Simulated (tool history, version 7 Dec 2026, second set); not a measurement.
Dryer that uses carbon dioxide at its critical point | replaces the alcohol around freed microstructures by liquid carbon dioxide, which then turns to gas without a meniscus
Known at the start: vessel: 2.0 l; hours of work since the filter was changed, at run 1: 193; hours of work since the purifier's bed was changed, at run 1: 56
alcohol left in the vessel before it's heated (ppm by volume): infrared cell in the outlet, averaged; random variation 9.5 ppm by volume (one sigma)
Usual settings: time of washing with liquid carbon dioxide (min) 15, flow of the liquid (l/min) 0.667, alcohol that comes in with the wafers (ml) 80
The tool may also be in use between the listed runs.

run,hour,time of washing with liquid carbon dioxide (min),flow of the liquid (l/min),alcohol that comes in with the wafers (ml),hours of work since the filter was changed,hours of work since the purifier's bed was changed,alcohol left in the vessel before it's heated (ppm by volume)
1,0.0,15,0.667,80,193,56,625
2,11.8,15,1.001,80,199,62,87
3,27.8,15,1.001,80,206,69,92
4,38.2,15,1.001,80,212,74,89
5,50.3,15,1.001,80,217,80,93
6,66.1,15,0.667,80,225,88,641
7,82.3,15,0.667,80,233,96,646
8,91.6,15,0.667,80,238,101,664
9,108.6,15,0.667,80,246,109,665
10,123.6,15,0.667,80,253,116,661
11,131.8,15,0.939,80,257,120,143
12,142.7,14,0.667,80,263,126,853
13,152.8,14,0.667,80,268,131,873
14,164.2,15,0.667,80,273,136,693
15,181.0,15,0.667,80,281,144,682
16,189.9,14,0.667,80,286,149,877
17,205.9,14,0.667,80,294,157,910
18,214.2,14,0.667,80,298,161,898
19,230.1,14,0.667,80,306,168,930
20,241.1,15,0.667,80,311,174,712
21,253.3,10,0.565,75,317,180,3878
22,269.7,11,0.651,116,325,188,3190
23,278.7,15,0.667,47,329,192,433
24,288.6,15,0.550,47,334,197,874
25,300.5,16,0.667,102,340,203,721
26,313.0,16,0.667,102,346,209,688
27,325.3,11,0.667,80,352,215,2076
28,340.6,15,0.893,80,360,223,212
29,354.1,16,0.714,37,366,229,225
# hour 370.2: inlet filter changed
30,370.3,15,0.795,101,0,237,337
31,381.4,15,0.514,59,5,242,1180
32,388.8,15,0.514,59,9,246,1157
33,400.1,22,0.617,116,15,251,225
34,411.8,10,0.965,30,20,257,271
35,424.3,14,0.521,26,26,263,642
36,437.8,17,0.503,20,33,270,324
37,446.2,15,0.517,105,37,274,2004
38,454.2,16,0.871,84,41,278,155
39,465.0,12,0.868,80,46,283,499

Hidden state or all else? Some run-to-run changes of alcohol left in the vessel before it's heated (ppm by volume), split into what the settings, what came in and random variation would give without the hidden state, and what is left for the hidden state (with any gauge scatter that isn't in both results):
The hidden state here: flow that reaches the vessel past the clogged filter, %; alcohol in the recycled carbon dioxide, ppm; drift of the gauge itself on alcohol_ppm, %.
Run 20 -> 21: time of washing with liquid carbon dioxide (min) 15 -> 10, flow of the liquid (l/min) 0.667 -> 0.565, alcohol that comes in with the wafers (ml) 80 -> 75. alcohol left in the vessel before it's heated (ppm by volume) +3166: hidden state +329, all else +2837.
Run 22 -> 23: time of washing with liquid carbon dioxide (min) 11 -> 15, flow of the liquid (l/min) 0.651 -> 0.667, alcohol that comes in with the wafers (ml) 116 -> 47. alcohol left in the vessel before it's heated (ppm by volume) -2757: hidden state -406, all else -2351.
Run 27 -> 28: time of washing with liquid carbon dioxide (min) 11 -> 15, flow of the liquid (l/min) 0.667 -> 0.893. alcohol left in the vessel before it's heated (ppm by volume) -1864: hidden state -297, all else -1567.
